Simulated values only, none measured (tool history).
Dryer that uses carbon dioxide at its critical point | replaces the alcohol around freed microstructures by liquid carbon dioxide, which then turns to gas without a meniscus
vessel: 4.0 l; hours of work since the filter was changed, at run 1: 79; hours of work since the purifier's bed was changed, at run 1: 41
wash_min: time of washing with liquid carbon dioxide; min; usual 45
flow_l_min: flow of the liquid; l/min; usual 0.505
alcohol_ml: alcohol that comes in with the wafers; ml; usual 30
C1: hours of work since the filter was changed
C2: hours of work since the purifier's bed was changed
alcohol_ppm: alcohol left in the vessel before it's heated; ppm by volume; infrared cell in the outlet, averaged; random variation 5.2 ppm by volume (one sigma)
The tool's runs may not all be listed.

run 1 day=0.000 | wash_min=45 flow_l_min=0.505 alcohol_ml=30 | C1=79 C2=41 | alcohol_ppm=124
run 2 day=0.183 | wash_min=45 flow_l_min=0.505 alcohol_ml=30 | C1=81 C2=44 | alcohol_ppm=124
run 3 day=0.379 | wash_min=45 flow_l_min=0.505 alcohol_ml=30 | C1=83 C2=46 | alcohol_ppm=129
run 4 day=0.775 | wash_min=45 flow_l_min=0.505 alcohol_ml=30 | C1=89 C2=52 | alcohol_ppm=134
run 5 day=0.971 | wash_min=45 flow_l_min=0.505 alcohol_ml=30 | C1=91 C2=54 | alcohol_ppm=130
run 6 day=1.146 | wash_min=45 flow_l_min=0.505 alcohol_ml=30 | C1=94 C2=57 | alcohol_ppm=129
run 7 day=1.512 | wash_min=45 flow_l_min=0.505 alcohol_ml=30 | C1=98 C2=61 | alcohol_ppm=129
run 8 day=1.762 | wash_min=45 flow_l_min=0.505 alcohol_ml=29 | C1=102 C2=65 | alcohol_ppm=125
run 9 day=2.017 | wash_min=45 flow_l_min=0.505 alcohol_ml=29 | C1=105 C2=68 | alcohol_ppm=139
run 10 day=2.262 | wash_min=45 flow_l_min=0.517 alcohol_ml=29 | C1=108 C2=71 | alcohol_ppm=122
run 11 day=2.483 | wash_min=45 flow_l_min=0.660 alcohol_ml=30 | C1=111 C2=74 | alcohol_ppm=55
run 12 day=2.829 | wash_min=45 flow_l_min=0.406 alcohol_ml=30 | C1=116 C2=79 | alcohol_ppm=300
run 13 day=3.208 | wash_min=45 flow_l_min=0.505 alcohol_ml=30 | C1=121 C2=84 | alcohol_ppm=145
run 14 day=3.600 | wash_min=45 flow_l_min=0.505 alcohol_ml=30 | C1=126 C2=89 | alcohol_ppm=144
run 15 day=3.946 | wash_min=45 flow_l_min=0.505 alcohol_ml=30 | C1=130 C2=93 | alcohol_ppm=139
run 16 day=4.288 | wash_min=45 flow_l_min=0.505 alcohol_ml=30 | C1=135 C2=98 | alcohol_ppm=154
run 17 day=4.621 | wash_min=45 flow_l_min=0.505 alcohol_ml=30 | C1=139 C2=102 | alcohol_ppm=153
run 18 day=4.988 | wash_min=45 flow_l_min=0.505 alcohol_ml=30 | C1=144 C2=107 | alcohol_ppm=158
run 19 day=5.246 | wash_min=45 flow_l_min=0.505 alcohol_ml=30 | C1=148 C2=110 | alcohol_ppm=155
run 20 day=5.521 | wash_min=45 flow_l_min=0.736 alcohol_ml=30 | C1=151 C2=114 | alcohol_ppm=52
run 21 day=5.762 | wash_min=45 flow_l_min=0.736 alcohol_ml=30 | C1=154 C2=117 | alcohol_ppm=55
run 22 day=5.950 | wash_min=28 flow_l_min=0.505 alcohol_ml=28 | C1=157 C2=120 | alcohol_ppm=613
run 23 day=6.367 | wash_min=28 flow_l_min=0.505 alcohol_ml=28 | C1=162 C2=125 | alcohol_ppm=609
run 24 day=6.600 | wash_min=55 flow_l_min=0.431 alcohol_ml=32 | C1=165 C2=128 | alcohol_ppm=140
run 25 day=6.821 | wash_min=45 flow_l_min=0.505 alcohol_ml=31 | C1=168 C2=131 | alcohol_ppm=170
run 26 day=7.004 | wash_min=33 flow_l_min=0.505 alcohol_ml=74 | C1=171 C2=134 | alcohol_ppm=995
run 27 day=7.325 | wash_min=69 flow_l_min=0.505 alcohol_ml=33 | C1=175 C2=138 | alcohol_ppm=51
run 28 day=7.733 | wash_min=45 flow_l_min=0.616 alcohol_ml=62 | C1=180 C2=143 | alcohol_ppm=147
run 29 day=8.129 | wash_min=29 flow_l_min=0.616 alcohol_ml=62 | C1=185 C2=148 | alcohol_ppm=695
run 30 day=8.542 | wash_min=45 flow_l_min=0.505 alcohol_ml=102 | C1=191 C2=154 | alcohol_ppm=517
run 31 day=8.917 | wash_min=45 flow_l_min=0.505 alcohol_ml=102 | C1=196 C2=159 | alcohol_ppm=532
run 32 day=9.088 | wash_min=28 flow_l_min=0.632 alcohol_ml=97 | C1=198 C2=161 | alcohol_ppm=1133
run 33 day=9.500 | wash_min=28 flow_l_min=0.695 alcohol_ml=62 | C1=203 C2=166 | alcohol_ppm=547
run 34 day=9.867 | wash_min=28 flow_l_min=0.695 alcohol_ml=62 | C1=208 C2=171 | alcohol_ppm=557
run 35 day=10.075 | wash_min=49 flow_l_min=0.426 alcohol_ml=46 | C1=211 C2=174 | alcohol_ppm=366
run 36 day=10.379 | wash_min=49 flow_l_min=0.426 alcohol_ml=46 | C1=215 C2=178 | alcohol_ppm=361
run 37 day=10.746 | wash_min=48 flow_l_min=0.350 alcohol_ml=90 | C1=220 C2=183 | alcohol_ppm=1304
run 38 day=11.012 | wash_min=48 flow_l_min=0.350 alcohol_ml=49 | C1=223 C2=186 | alcohol_ppm=762
run 39 day=11.417 | wash_min=59 flow_l_min=0.505 alcohol_ml=105 | C1=229 C2=192 | alcohol_ppm=191

Some steps in alcohol_ppm between neighbouring runs. How much of each would the tool show without its hidden state too (settings, what came in, random variation), and how much is left for the hidden state, with any gauge scatter that isn't in both results?
The hidden state here: flow that reaches the vessel past the clogged filter, %; alcohol in the recycled carbon dioxide, ppm; drift of the gauge itself on alcohol_ppm, %.
Run 25 -> 26: wash_min 45 -> 33, alcohol_ml 31 -> 74. alcohol_ppm +825 ppm by volume: hidden state +188, all else +637.
Run 26 -> 27: wash_min 33 -> 69, alcohol_ml 74 -> 33. alcohol_ppm -944 ppm by volume: hidden state -223, all else -721.
Run 36 -> 37: wash_min 49 -> 48, flow_l_min 0.426 -> 0.350, alcohol_ml 46 -> 90. alcohol_ppm +943 ppm by volume: hidden state +260, all else +683.

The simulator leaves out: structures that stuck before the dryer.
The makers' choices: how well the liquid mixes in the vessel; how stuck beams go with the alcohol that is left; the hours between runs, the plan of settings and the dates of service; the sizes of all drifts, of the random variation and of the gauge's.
